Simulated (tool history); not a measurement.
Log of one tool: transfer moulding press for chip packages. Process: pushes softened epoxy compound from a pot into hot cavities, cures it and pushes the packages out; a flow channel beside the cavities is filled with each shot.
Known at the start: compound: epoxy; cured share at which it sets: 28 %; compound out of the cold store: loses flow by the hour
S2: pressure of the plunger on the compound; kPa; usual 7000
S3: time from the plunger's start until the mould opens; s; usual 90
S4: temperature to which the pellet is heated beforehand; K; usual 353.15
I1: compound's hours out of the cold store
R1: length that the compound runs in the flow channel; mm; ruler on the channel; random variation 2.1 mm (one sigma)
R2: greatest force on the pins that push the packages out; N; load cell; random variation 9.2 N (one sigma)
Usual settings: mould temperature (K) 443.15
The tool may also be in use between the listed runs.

Run 1, hour 0.0: usual settings; I1 23.4. Result: R1 696 mm, R2 436 N.
Run 2, hour 47.4: usual settings; I1 18.3. Result: R1 712 mm, R2 443 N.
At hour 56.4: cavities cleaned with cleaning compound and waxed.
Run 3, hour 105.1: usual settings; I1 27.1. Result: R1 682 mm, R2 425 N.
At hour 123.3: cavities cleaned with cleaning compound and waxed.
Run 4, hour 152.9: usual settings; I1 46.2. Result: R1 625 mm, R2 409 N.
Run 5, hour 184.8: usual settings; I1 9.5. Result: R1 741 mm, R2 458 N.
At hour 191.7: cavities cleaned with cleaning compound and waxed.
Run 6, hour 225.3: usual settings; I1 13.9. Result: R1 725 mm, R2 441 N.
Run 7, hour 252.4: usual settings; I1 31.6. Result: R1 669 mm, R2 414 N.
At hour 256.8: cavities cleaned with cleaning compound and waxed.
At hour 276.8: mould's thermocouples calibrated.
Run 8, hour 313.8: usual settings but mould temperature (K) 437.15; I1 45.5. Result: R1 647 mm, R2 653 N.
At hour 323.9: cavities cleaned with cleaning compound and waxed.
At hour 345.9: plunger's sealing rings changed.
Run 9, hour 355.4: usual settings but mould temperature (K) 437.15; I1 37.2. Result: R1 672 mm, R2 668 N.
At hour 391.3: cavities cleaned with cleaning compound and waxed.
Run 10, hour 394.0: usual settings but mould temperature (K) 437.15, S2 7540 kPa, S3 85 s, S4 356.15 K; I1 11.3. Result: R1 782 mm, R2 839 N.
Run 11, hour 441.2: usual settings but mould temperature (K) 437.15, S2 7540 kPa, S3 85 s, S4 356.15 K; I1 44.8. Result: R1 672 mm, R2 739 N.
At hour 455.3: cavities cleaned with cleaning compound and waxed.
Run 12, hour 474.5: usual settings but mould temperature (K) 441.15, S3 89 s, S4 352.15 K; I1 21.9. Result: R1 707 mm, R2 506 N.
Run 13, hour 503.1: usual settings but S3 74 s, S4 363.15 K; I1 19.4. Result: R1 705 mm, R2 674 N.
At hour 519.9: cavities cleaned with cleaning compound and waxed.
Run 14, hour 533.2: usual settings but S3 74 s, S4 363.15 K; I1 36.9. Result: R1 651 mm, R2 663 N.

The next listed run, before its measurement:
Run 15, hour 579.9: usual settings but S2 7540 kPa, S3 74 s, S4 363.15 K; I1 39.7. Result: R1 ?, R2 ?.

{"run 15": {"R1": 665, "R2": 647}}
Without the tool's hidden state the same run would have given R1 666 mm, R2 633 N.
